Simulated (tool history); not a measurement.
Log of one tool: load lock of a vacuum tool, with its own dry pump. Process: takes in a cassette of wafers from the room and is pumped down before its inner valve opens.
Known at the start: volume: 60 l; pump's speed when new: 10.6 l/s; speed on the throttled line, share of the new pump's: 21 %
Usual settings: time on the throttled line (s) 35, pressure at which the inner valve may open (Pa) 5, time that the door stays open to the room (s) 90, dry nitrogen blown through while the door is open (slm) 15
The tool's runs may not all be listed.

run,hour,time on the throttled line (s),pressure at which the inner valve may open (Pa),time that the door stays open to the room (s),dry nitrogen blown through while the door is open (slm),"incoming humidity of the room's air, %",time from the closed door until the inner valve may open (s),rise of the pressure with all valves shut (Pa/min)
1,0,35,5,90,15,44,84.3,0.042
2,273.8,35,5,90,15,44.2,83.7,0.04
3,813.6,35,5,90,15,44.7,84.5,0.039
# hour 929.3: door's seal changed, seat wiped
4,1164.2,35,5,90,15,46.6,84.8,0.037
5,1513.2,35,5,51,15,45.5,84.6,0.032
6,1922,35,5,90,25,47.3,84.6,0.027
7,2158.3,35,5,90,15,46.4,84.6,0.043
8,2679.3,35,5,90,15,46.6,85.6,0.04
9,3160.8,35,5,90,15,43.7,85.1,0.042
10,3642.9,35,5,90,12,45.7,85.2,0.046
11,4159.3,35,5,90,15,44.5,85,0.038
12,4471.5,35,5,90,15,42.3,84.1,0.04
13,4915.8,35,9,90,15,41.9,81.7,0.033
14,5243.8,35,9,90,36,45.4,81.1,0.026
15,5687.1,35,6,109,15,45.8,83.8,0.044
16,6196,35,8,90,26,43.9,82,0.032
# hour 6294.8: dry pump taken out, an overhauled one fitted
17,6710.4,35,8,113,26,44.6,82.5,0.038
18,6968.9,35,8,113,26,45.3,81.6,0.032
19,7369.5,25,5,121,10,44.7,75.9,0.056
20,7592.4,30,5,90,15,46.5,80.4,0.042
21,7843.1,65,5,90,15,46.2,109,0.048
22,8168.8,20,6,90,22,41.6,71.7,0.033
23,8654,20,6,168,22,45.7,71.2,0.044

The same runs without the tool's hidden state, with the same run-to-run variation:
The hidden state here: pump's speed, % of a new pump's; leak at the door's seal, Pa l/s; drift of the gauge itself on ready_s, %; drift of the gauge itself on rise_pa_min, %.
run,rise of the pressure with all valves shut (Pa/min)
1,0.039
2,0.038
3,0.037
4,0.037
5,0.032
6,0.027
7,0.043
8,0.04
9,0.041
10,0.045
11,0.038
12,0.04
13,0.033
14,0.026
15,0.044
16,0.032
17,0.037
18,0.032
19,0.055
20,0.042
21,0.047
22,0.033
23,0.043
time from the closed door until the inner valve may open (s): within 0.2 of the measured result in every run.

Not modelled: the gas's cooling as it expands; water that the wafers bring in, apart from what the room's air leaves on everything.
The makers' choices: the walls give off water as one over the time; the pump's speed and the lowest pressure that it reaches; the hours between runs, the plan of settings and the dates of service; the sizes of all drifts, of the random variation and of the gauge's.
